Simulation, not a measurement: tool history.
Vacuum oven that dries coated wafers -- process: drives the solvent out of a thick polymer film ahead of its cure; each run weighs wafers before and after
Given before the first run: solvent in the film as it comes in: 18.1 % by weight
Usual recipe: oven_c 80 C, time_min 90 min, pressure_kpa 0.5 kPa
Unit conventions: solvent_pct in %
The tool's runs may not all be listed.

run	hour	oven_c	time_min	pressure_kpa	solvent_pct
1	0	80	90	0.5	1.44
2	9.2	80	90	0.5	1.47
3	18.5	80	87	0.5	1.56
4	29.8	80	87	0.5	1.57
5	46.8	80	90	1.339	1.92
6	59.5	80	90	0.5	1.44
7	69.7	80	90	0.5	1.45
8	77.8	80	90	0.5	1.45
9	89	80	90	0.5	1.5
10	106	80	90	0.5	1.46
11	115.4	80	90	0.5	1.49
12	128.3	80	90	0.5	1.47
13	144.9	80	90	0.5	1.5
14	162.1	80	90	0.5	1.5
15	176.7	80	90	0.5	1.45
16	188.8	80	90	0.5	1.47
17	206.2	80	142	0.5	0.57
18	215.8	80	142	0.5	0.57
19	224.4	80	142	0.5	0.57
20	238.2	80	142	0.5	0.57
21	246.1	80	90	0.5	1.46
22	254.1	80	90	0.44	1.43
23	270.2	80	90	0.5	1.49
24	283.9	66	90	0.5	4.73
25	302.2	72	56	0.715	5.67
26	320.2	72	56	0.715	5.64
27	337.3	85	90	0.38	0.79
28	345.8	85	112	0.434	0.45
29	363.4	74	112	0.413	1.74
30	371.7	89	97	0.99	0.61
31	387.3	89	97	0.99	0.6
32	398	89	97	0.99	0.63
33	415.5	75	94	0.99	2.52
34	429.6	75	97	0.352	2.01
35	438.4	75	97	0.352	2.06
36	451.7	75	97	0.352	2.03
37	467.2	70	90	0.5	3.59
38	481.7	70	90	0.5	3.63
39	498	67	148	0.404	2.16
40	512.6	69	90	1.304	4.48
41	521.6	76	47	0.757	5.4
42	532.1	76	47	0.757	5.39
43	543.6	82	121	1.471	1.09
44	561	87	135	1.471	0.67
45	570.2	87	54	0.428	1.96
46	579.5	80	90	0.757	1.61
47	596.4	85	63	1.509	2.22
48	608.8	85	63	1.509	2.2

Removed from this log: 1 entry logged between the listed runs. Between which two listed runs does each belong, and how does the tool's hidden state at the listed run before it compare with that at the listed run after it?
In the gap between runs 12 and 13: oven's thermocouples calibrated (hour 133.6)
  true wafer temperature over the reading, C: 0.09 -> -0.02; true pressure over the reading, kPa: 0.003 -> 0.004
